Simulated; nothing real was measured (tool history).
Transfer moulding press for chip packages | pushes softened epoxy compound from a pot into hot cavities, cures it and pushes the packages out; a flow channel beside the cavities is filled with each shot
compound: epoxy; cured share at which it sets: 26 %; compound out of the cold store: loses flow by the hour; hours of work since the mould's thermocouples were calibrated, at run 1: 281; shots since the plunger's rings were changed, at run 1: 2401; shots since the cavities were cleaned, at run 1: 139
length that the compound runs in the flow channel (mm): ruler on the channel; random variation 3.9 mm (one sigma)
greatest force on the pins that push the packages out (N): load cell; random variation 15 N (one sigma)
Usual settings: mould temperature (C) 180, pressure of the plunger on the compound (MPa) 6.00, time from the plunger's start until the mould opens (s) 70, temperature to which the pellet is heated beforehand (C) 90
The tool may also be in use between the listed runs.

| run | hour | mould temperature (C) | pressure of the plunger on the compound (MPa) | time from the plunger's start until the mould opens (s) | temperature to which the pellet is heated beforehand (C) | hours of work since the mould's thermocouples were calibrated | shots since the plunger's rings were changed | shots since the cavities were cleaned | incoming compound's hours out of the cold store | length that the compound runs in the flow channel (mm) | greatest force on the pins that push the packages out (N) |
|---|---|---|---|---|---|---|---|---|---|---|---|
| 1 | 0.0 | 180 | 6.00 | 70 | 90 | 281 | 2401 | 139 | 14.2 | 752 | 821 |
|  | 30.0 | cavities cleaned with cleaning compound and waxed |
| 2 | 35.8 | 180 | 6.00 | 70 | 90 | 299 | 2895 | 82 | 45.2 | 645 | 742 |
|  | 71.6 | cavities cleaned with cleaning compound and waxed |
| 3 | 83.2 | 180 | 6.00 | 70 | 90 | 324 | 3558 | 168 | 33.3 | 688 | 731 |
|  | 112.1 | cavities cleaned with cleaning compound and waxed |
| 4 | 121.3 | 180 | 5.46 | 70 | 90 | 343 | 4085 | 133 | 33.4 | 645 | 747 |
|  | 153.6 | cavities cleaned with cleaning compound and waxed |
| 5 | 176.4 | 180 | 5.46 | 70 | 90 | 372 | 4858 | 329 | 10.9 | 734 | 812 |
|  | 194.4 | cavities cleaned with cleaning compound and waxed |
|  | 233.8 | cavities cleaned with cleaning compound and waxed |
| 6 | 233.8 | 180 | 5.46 | 70 | 90 | 401 | 5641 | 0 | 23.9 | 681 | 784 |
|  | 241.2 | plunger's sealing rings changed |
| 7 | 266.1 | 180 | 6.00 | 100 | 90 | 417 | 359 | 430 | 18.1 | 741 | 446 |
|  | 279.0 | cavities cleaned with cleaning compound and waxed |
|  | 318.4 | cavities cleaned with cleaning compound and waxed |
| 8 | 324.5 | 179 | 6.00 | 100 | 90 | 446 | 1158 | 87 | 40.7 | 664 | 448 |
| 9 | 348.6 | 179 | 5.11 | 100 | 90 | 459 | 1506 | 435 | 44.3 | 599 | 444 |
|  | 358.4 | cavities cleaned with cleaning compound and waxed |
| 10 | 387.5 | 179 | 5.11 | 100 | 90 | 479 | 2045 | 420 | 40.2 | 612 | 461 |
|  | 399.8 | cavities cleaned with cleaning compound and waxed |
| 11 | 433.1 | 179 | 5.11 | 100 | 90 | 503 | 2680 | 480 | 43.5 | 603 | 460 |
|  | 440.2 | cavities cleaned with cleaning compound and waxed |
|  | 481.9 | cavities cleaned with cleaning compound and waxed |
| 12 | 491.9 | 179 | 5.11 | 100 | 90 | 533 | 3485 | 144 | 45.1 | 594 | 451 |
|  | 522.4 | cavities cleaned with cleaning compound and waxed |
| 13 | 522.4 | 179 | 5.11 | 100 | 90 | 548 | 3902 | 0 | 36.4 | 621 | 447 |
| 14 | 547.1 | 185 | 5.25 | 70 | 90 | 561 | 4258 | 356 | 22.0 | 660 | 573 |
|  | 562.3 | cavities cleaned with cleaning compound and waxed |
| 15 | 596.4 | 180 | 6.44 | 51 | 90 | 587 | 4947 | 491 | 33.3 | 704 | 1657 |
|  | 601.6 | cavities cleaned with cleaning compound and waxed |
|  | 640.7 | cavities cleaned with cleaning compound and waxed |
| 16 | 644.8 | 180 | 6.00 | 71 | 91 | 611 | 5603 | 60 | 31.5 | 689 | 698 |
|  | 656.6 | plunger's sealing rings changed |
|  | 682.2 | cavities cleaned with cleaning compound and waxed |
| 17 | 702.1 | 180 | 7.41 | 52 | 90 | 639 | 635 | 287 | 15.0 | 835 | 1710 |
|  | 724.2 | cavities cleaned with cleaning compound and waxed |
| 18 | 744.9 | 180 | 5.46 | 110 | 90 | 662 | 1230 | 299 | 37.5 | 637 | 434 |
|  | 766.9 | cavities cleaned with cleaning compound and waxed |
| 19 | 796.3 | 180 | 5.46 | 110 | 90 | 688 | 1949 | 424 | 47.1 | 608 | 422 |
|  | 806.3 | cavities cleaned with cleaning compound and waxed |
|  | 844.7 | cavities cleaned with cleaning compound and waxed |
| 20 | 854.8 | 180 | 6.34 | 99 | 95 | 718 | 2750 | 146 | 26.8 | 727 | 440 |

The next listed run, before its measurement:
| 21 | 881.3 | 184 | 4.54 | 70 | 90 | 732 | 3130 | 526 | 21.1 | ? | ? |

length that the compound runs in the flow channel (mm): 624
greatest force on the pins that push the packages out (N): 625
Without the tool's hidden state the same run would have given length that the compound runs in the flow channel (mm) 624, greatest force on the pins that push the packages out (N) 621.

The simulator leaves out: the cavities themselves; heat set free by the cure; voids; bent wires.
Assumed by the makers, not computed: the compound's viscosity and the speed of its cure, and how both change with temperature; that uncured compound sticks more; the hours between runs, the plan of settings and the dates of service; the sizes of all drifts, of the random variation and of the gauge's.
